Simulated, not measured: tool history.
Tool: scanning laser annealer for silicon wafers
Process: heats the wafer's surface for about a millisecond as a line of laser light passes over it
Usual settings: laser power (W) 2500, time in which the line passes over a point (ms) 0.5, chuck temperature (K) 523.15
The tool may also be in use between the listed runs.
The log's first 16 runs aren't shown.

| run | hour | laser power (W) | time in which the line passes over a point (ms) | chuck temperature (K) | hours of work since the window was cleaned | hours of work since the power meter was calibrated | hours of work since the optics were aligned | highest temperature of the surface (K) |
|---|---|---|---|---|---|---|---|---|
| 17 | 504.4 | 2434 | 0.5 | 523.15 | 921 | 886 | 800 | 1247.75 |
| 18 | 548.8 | 2434 | 0.5 | 523.15 | 948 | 914 | 828 | 1247.05 |
|  | 556 | optics aligned, line set to its width |
| 19 | 576.2 | 2564 | 0.5 | 523.15 | 962 | 928 | 13 | 1286.65 |
|  | 592.3 | window over the wafer cleaned |
| 20 | 611.4 | 2564 | 0.5 | 523.15 | 12 | 948 | 33 | 1310.35 |
| 21 | 649.7 | 2162 | 0.445 | 523.15 | 36 | 972 | 57 | 1139.75 |
| 22 | 673.4 | 2748 | 0.361 | 490.15 | 50 | 987 | 72 | 1203.45 |
| 23 | 711.9 | 2500 | 0.389 | 538.15 | 74 | 1011 | 95 | 1206.95 |
|  | 734.2 | optics aligned, line set to its width, once more |
| 24 | 743.6 | 2500 | 0.387 | 512.15 | 91 | 1027 | 6 | 1183.95 |
| 25 | 779.7 | 2500 | 0.387 | 512.15 | 113 | 1050 | 28 | 1183.55 |
| 26 | 821.9 | 2500 | 0.573 | 523.15 | 139 | 1076 | 54 | 1347.35 |
| 27 | 861.9 | 2500 | 0.573 | 523.15 | 164 | 1101 | 79 | 1348.85 |
| 28 | 899.2 | 2215 | 0.442 | 535.15 | 187 | 1124 | 102 | 1167.35 |
| 29 | 924.4 | 2500 | 0.532 | 484.15 | 203 | 1139 | 118 | 1276.65 |
| 30 | 963.3 | 2663 | 0.532 | 528.15 | 227 | 1163 | 142 | 1375.85 |
| 31 | 993.3 | 2464 | 0.576 | 493.15 | 246 | 1182 | 161 | 1306.05 |
| 32 | 1014.9 | 2464 | 0.576 | 493.15 | 259 | 1195 | 174 | 1305.25 |
| 33 | 1046.4 | 2507 | 0.5 | 557.15 | 279 | 1215 | 194 | 1322.95 |
| 34 | 1082.8 | 2285 | 0.371 | 523.15 | 301 | 1238 | 216 | 1114.55 |
| 35 | 1123.1 | 2285 | 0.371 | 523.15 | 326 | 1263 | 241 | 1114.95 |
| 36 | 1164.2 | 2705 | 0.371 | 525.15 | 352 | 1288 | 267 | 1233.75 |
| 37 | 1199.7 | 2373 | 0.556 | 523.15 | 374 | 1310 | 289 | 1284.45 |
| 38 | 1228.7 | 2293 | 0.5 | 526.15 | 392 | 1328 | 307 | 1221.55 |
| 39 | 1259.9 | 2293 | 0.5 | 526.15 | 411 | 1347 | 326 | 1222.45 |
| 40 | 1301 | 2500 | 0.571 | 525.15 | 436 | 1373 | 351 | 1340.95 |

4 ways to go on from here, each from the tool as it stands after run 40. What would each give?
| A | 1341.1 | 2302 | 0.571 | 525.15 | 461 | 1398 | 376 | ? |
| B | 1341.1 | 2490 | 0.561 | 550.15 | 461 | 1398 | 376 | ? |
| C | 1341.1 | 2635 | 0.381 | 560.15 | 461 | 1398 | 376 | ? |
| D | 1341.1 | 2240 | 0.5 | 507.15 | 461 | 1398 | 376 | ? |

| run | highest temperature of the surface (K) |
|---|---|
| A | 1271.75 |
| B | 1355.65 |
| C | 1256.95 |
| D | 1181.55 |
Without the tool's hidden state the same runs would have given:
| run | highest temperature of the surface (K) |
|---|---|
| A | 1281.65 |
| B | 1366.35 |
| C | 1266.15 |
| D | 1190.55 |
